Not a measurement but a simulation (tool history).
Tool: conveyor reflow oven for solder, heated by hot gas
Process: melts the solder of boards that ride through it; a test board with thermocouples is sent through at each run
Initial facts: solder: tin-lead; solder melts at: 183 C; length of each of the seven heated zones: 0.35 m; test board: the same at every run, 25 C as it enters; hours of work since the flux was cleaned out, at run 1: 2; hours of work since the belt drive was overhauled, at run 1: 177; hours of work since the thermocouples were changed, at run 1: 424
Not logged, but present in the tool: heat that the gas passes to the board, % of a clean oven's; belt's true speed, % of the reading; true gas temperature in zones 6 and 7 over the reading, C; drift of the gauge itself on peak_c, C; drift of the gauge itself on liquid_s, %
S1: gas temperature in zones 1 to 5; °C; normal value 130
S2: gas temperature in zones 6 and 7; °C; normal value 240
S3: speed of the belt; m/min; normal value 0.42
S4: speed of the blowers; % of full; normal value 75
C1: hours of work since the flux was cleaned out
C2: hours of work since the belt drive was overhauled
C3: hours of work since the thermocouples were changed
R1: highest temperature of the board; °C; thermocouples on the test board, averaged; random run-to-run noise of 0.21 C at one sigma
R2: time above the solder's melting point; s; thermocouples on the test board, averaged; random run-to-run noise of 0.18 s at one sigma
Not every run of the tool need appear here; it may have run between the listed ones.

run 1 hour=0 | S1=130 S2=240 S3=0.42 S4=75 | C1=2 C2=177 C3=424 | R1=226.4 R2=80.5
run 2 hour=25.9 | S1=130 S2=240 S3=0.42 S4=75 | C1=16 C2=192 C3=439 | R1=226.3 R2=80.2
run 3 hour=42.2 | S1=130 S2=240 S3=0.42 S4=75 | C1=25 C2=201 C3=448 | R1=226.2 R2=80.8
run 4 hour=69.7 | S1=130 S2=240 S3=0.42 S4=75 | C1=40 C2=216 C3=463 | R1=226.1 R2=80.4
run 5 hour=98 | S1=130 S2=240 S3=0.42 S4=75 | C1=56 C2=231 C3=478 | R1=226.3 R2=79.9
run 6 hour=124.1 | S1=130 S2=240 S3=0.42 S4=63 | C1=70 C2=245 C3=492 | R1=222 R2=76.1
run 7 hour=149.3 | S1=130 S2=240 S3=0.42 S4=75 | C1=84 C2=259 C3=506 | R1=225.7 R2=80.4
run 8 hour=168.6 | S1=130 S2=240 S3=0.42 S4=75 | C1=94 C2=270 C3=517 | R1=225.9 R2=80.2
run 9 hour=187.4 | S1=130 S2=242 S3=0.42 S4=75 | C1=104 C2=280 C3=527 | R1=227.5 R2=81.6
-- hour=205.8 thermocouples of zones 6 and 7 changed
run 10 hour=214 | S1=130 S2=231 S3=0.42 S4=75 | C1=118 C2=294 C3=4 | R1=217.8 R2=74.1
run 11 hour=236.2 | S1=130 S2=231 S3=0.42 S4=75 | C1=130 C2=306 C3=17 | R1=218.1 R2=73.8
run 12 hour=261.2 | S1=130 S2=231 S3=0.42 S4=75 | C1=144 C2=319 C3=30 | R1=218.1 R2=73.8
run 13 hour=276.8 | S1=130 S2=231 S3=0.42 S4=75 | C1=152 C2=328 C3=39 | R1=217.7 R2=73.5
run 14 hour=297.6 | S1=130 S2=240 S3=0.342 S4=75 | C1=164 C2=339 C3=50 | R1=231.4 R2=104.9
run 15 hour=314.6 | S1=130 S2=240 S3=0.342 S4=75 | C1=173 C2=349 C3=60 | R1=230.7 R2=104.6
run 16 hour=329.9 | S1=130 S2=240 S3=0.342 S4=75 | C1=181 C2=357 C3=68 | R1=231.3 R2=105.1
run 17 hour=353.9 | S1=130 S2=240 S3=0.342 S4=75 | C1=195 C2=370 C3=81 | R1=231.4 R2=104.9
run 18 hour=381.8 | S1=122 S2=234 S3=0.42 S4=63 | C1=210 C2=386 C3=96 | R1=215.1 R2=66.3
run 19 hour=396.3 | S1=145 S2=247 S3=0.42 S4=75 | C1=218 C2=393 C3=104 | R1=234.4 R2=92
run 20 hour=413.8 | S1=145 S2=247 S3=0.42 S4=75 | C1=227 C2=403 C3=114 | R1=233.8 R2=91.9
run 21 hour=440.7 | S1=145 S2=247 S3=0.359 S4=75 | C1=242 C2=418 C3=129 | R1=238.1 R2=110.2
run 22 hour=458 | S1=142 S2=247 S3=0.451 S4=74 | C1=252 C2=427 C3=138 | R1=230.8 R2=82.3
run 23 hour=478.2 | S1=127 S2=252 S3=0.445 S4=55 | C1=263 C2=438 C3=149 | R1=225.7 R2=72.6
run 24 hour=498.5 | S1=119 S2=242 S3=0.383 S4=62 | C1=274 C2=450 C3=160 | R1=223.9 R2=81.8
run 25 hour=525.9 | S1=119 S2=242 S3=0.383 S4=62 | C1=289 C2=465 C3=175 | R1=223.9 R2=81.9
run 26 hour=550.5 | S1=136 S2=238 S3=0.42 S4=86 | C1=302 C2=478 C3=189 | R1=226.4 R2=83.9

Estimate the outcome of run 27 from the log above:
run 27 hour=580 | S1=136 S2=233 S3=0.354 S4=51 | C1=318 C2=494 C3=205 | R1=? R2=?

Run 27 gave R1 217.1 °C, R2 88.6 s.
With the hidden condition absent and the run-to-run variation left alone, this run would have shown R1 218.5 °C, R2 90.2 s.
